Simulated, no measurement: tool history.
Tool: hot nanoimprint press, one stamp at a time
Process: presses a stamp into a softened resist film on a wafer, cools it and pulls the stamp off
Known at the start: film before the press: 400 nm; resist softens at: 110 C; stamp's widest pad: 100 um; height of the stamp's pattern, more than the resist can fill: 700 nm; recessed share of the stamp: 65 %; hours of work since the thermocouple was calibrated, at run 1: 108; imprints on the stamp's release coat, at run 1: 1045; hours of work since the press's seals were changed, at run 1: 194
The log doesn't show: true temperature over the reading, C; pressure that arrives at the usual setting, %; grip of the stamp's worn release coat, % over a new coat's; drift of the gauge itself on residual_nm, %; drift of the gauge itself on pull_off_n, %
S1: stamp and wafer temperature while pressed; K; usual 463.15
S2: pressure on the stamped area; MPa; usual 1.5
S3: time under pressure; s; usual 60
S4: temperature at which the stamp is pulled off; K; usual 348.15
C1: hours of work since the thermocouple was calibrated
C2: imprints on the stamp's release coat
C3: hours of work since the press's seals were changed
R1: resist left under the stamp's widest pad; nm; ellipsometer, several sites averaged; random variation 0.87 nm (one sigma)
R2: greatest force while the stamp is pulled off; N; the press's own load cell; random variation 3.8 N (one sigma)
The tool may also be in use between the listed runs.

run    day      S1    S2   S3      S4   C1    C2   C3     R1   R2
  1      0  463.15   1.5   60  348.15  108  1045  194  235.2  223
  2  0.446  463.15   1.5   60  348.15  113  1080  200  234.6  219
  3  0.754  463.15  1.06   60  348.15  117  1104  203  262.1  225
  4  1.196  463.15  1.06   60  352.15  122  1138  209  260.5  206
  5  1.517  463.15   1.5   60  348.15  126  1163  212  234.3  227
  6  1.883  463.15   1.5   60  348.15  130  1192  217    234  231
  7  2.271  463.15   1.5   60  348.15  135  1222  221  235.3  233
  8  2.488  463.15   1.5   60  348.15  138  1239  224  234.2  221
  9  2.883  463.15   1.5   91  348.15  142  1270  229    205  232
 10  3.154  463.15   1.5   60  348.15  145  1291  232  234.1  230
 11  3.371  465.15   1.5   60  348.15  148  1308  235  225.2  235
     3.517  -- plate thermocouple calibrated
 12  3.938  465.15   1.5   60  348.15    5  1343  240    227  236
 13  4.242  463.15   1.5   60  348.15    9  1366  244  238.2  247
 14  4.525  463.15   1.5   88  348.15   12  1388  247  209.4  245
 15  4.933  463.15   1.5   88  348.15   17  1420  252  208.1  245
 16  5.217  463.15   1.5   33  354.15   20  1442  255  281.7  226
     5.538  -- plate thermocouple calibrated, once more
 17  5.775  463.15  1.45  119  351.15    3  1476  260  183.4  236
 18  6.108  463.15  1.45  119  351.15    7  1502  264  183.4  233
 19  6.408  460.15  1.77   41  353.15   10  1526  268  262.4  221
 20  6.667  460.15  1.08  108  353.15   14  1546  271    229  216
 21  6.879  459.15  1.03   38  355.15   16  1563  274  311.7  217
 22  7.171  459.15  1.03   38  355.15   20  1585  277  311.8  214
 23  7.562  463.15  2.27   72  350.15   24  1616  282  184.1  237
 24  7.967  458.15  2.27   72  336.15   29  1648  287  209.3  293
 25  8.379  458.15  2.27   72  336.15   34  1680  291  210.8  303
 26   8.65  458.15  2.15   34  355.15   37  1701  295  270.7  217
 27  9.058  455.15   1.5   35  348.15   42  1733  300  309.2  253
 28  9.383  455.15   1.5   35  348.15   46  1758  303  309.3  248
 29  9.779  452.15   1.5   75  333.15   51  1789  308  274.1  318

How the hidden state differs across the entries between the runs, from the last listed run before each to the first after it:
Between runs 11 and 12: plate thermocouple calibrated (day 3.517)
  true temperature over the reading, C: -0.8 -> -1.3; pressure that arrives at the usual setting, %: 99.6 -> 99.58; grip of the stamp's worn release coat, % over a new coat's: 27.5 -> 28.3
  measured less the result without the state, R1: +4.3 -> +6.7 nm; R2: +54 -> +55 N
Between runs 16 and 17: plate thermocouple calibrated, once more (day 5.538)
  true temperature over the reading, C: -1.37 -> 0.03; pressure that arrives at the usual setting, %: 99.55 -> 99.54; grip of the stamp's worn release coat, % over a new coat's: 30.5 -> 31.2
  measured less the result without the state, R1: +6.9 -> +0.2 nm; R2: +57 -> +56 N
